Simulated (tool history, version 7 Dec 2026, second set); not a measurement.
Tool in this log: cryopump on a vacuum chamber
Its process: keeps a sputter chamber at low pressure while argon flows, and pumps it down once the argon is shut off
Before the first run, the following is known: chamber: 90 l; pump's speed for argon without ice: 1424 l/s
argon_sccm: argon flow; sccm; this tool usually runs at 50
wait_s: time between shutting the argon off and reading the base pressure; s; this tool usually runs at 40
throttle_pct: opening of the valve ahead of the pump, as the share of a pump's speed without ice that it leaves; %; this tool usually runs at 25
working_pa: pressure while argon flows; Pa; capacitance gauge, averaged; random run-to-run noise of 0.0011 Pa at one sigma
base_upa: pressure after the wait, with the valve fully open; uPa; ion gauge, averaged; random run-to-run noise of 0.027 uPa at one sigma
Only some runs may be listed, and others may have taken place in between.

run   hour  argon_sccm  wait_s  throttle_pct  working_pa  base_upa
  1      0          50      40            25      0.2371      2.88
  2   31.8          50      40            44      0.1373      2.91
  3   59.7          50     113            44      0.1374      2.26
  4   74.3          50     113            44      0.1375      2.35
  5   91.9          50      40            25      0.2432      3.03
  6  117.3          50      40            25       0.241      3.03
  7  141.9          50      40            25      0.2445      3.04
  8  161.6          50     131            25      0.2454      2.51
  9  181.5          50     131            25      0.2464      2.47
 10  207.1          50      40            25      0.2461      3.34
 11  238.7          50      40            21       0.293      3.28
 12  266.1          50      40            25      0.2485      3.35
 13  284.7          50      40            25      0.2502      3.38
 14  310.5          50      40            31      0.2051      3.41
 15  331.4          50     116            25      0.2523      2.89
 16  359.8          50     116            44      0.1515      2.82
 17  392.5          50      40            25      0.2567      3.68
 18  419.5          87      40            25       0.447      3.81
 19  454.9          27      40            41      0.0906      3.85
 20  488.5          39      40            41      0.1318      4.04
 21  503.1          69      29            41      0.2337       4.4
 22  532.7          21      61            41       0.061      2.96
 23  556.5          26     121            21       0.149      2.54
 24  573.9          26     121            21        0.15      2.69
 25  600.2          23     121            21      0.1328      2.58
 26  635.1          25      44            18      0.1681      3.25
 27  657.6          67      47            47      0.1791      3.35
 28  691.3          67      47            47      0.1791      3.26
 29  712.5          21      47            47      0.0554      3.37
 30    735          74      47            47      0.2016      3.46
 31  756.9          74      47            47      0.2048      3.48
 32    788          25     112            44      0.0745      3.04
 33  805.5          28      40            27      0.1304      3.78
 34  838.8          28      40            27      0.1323      3.76
 35    863          40     125            28      0.1821      3.33

The log once held 1 entry between its listed runs, left out of this copy. Where does each go, and what is different about the tool's unlogged condition between the listed run before it and the listed run after it?
After run 21, before run 22: pump warmed up, emptied and cooled again (hour 510.1)
  pump's speed, % of a pump's without ice: 71.3 -> 98.6; cold plate's temperature, K: 12.94 -> 12.95; leak into the chamber, uPa l/s: 3002 -> 3021
  measured value less the no-hidden-state value, working_pa: +0.0349 -> +0.0009 Pa; base_upa: +2.8 -> +2.02 uPa
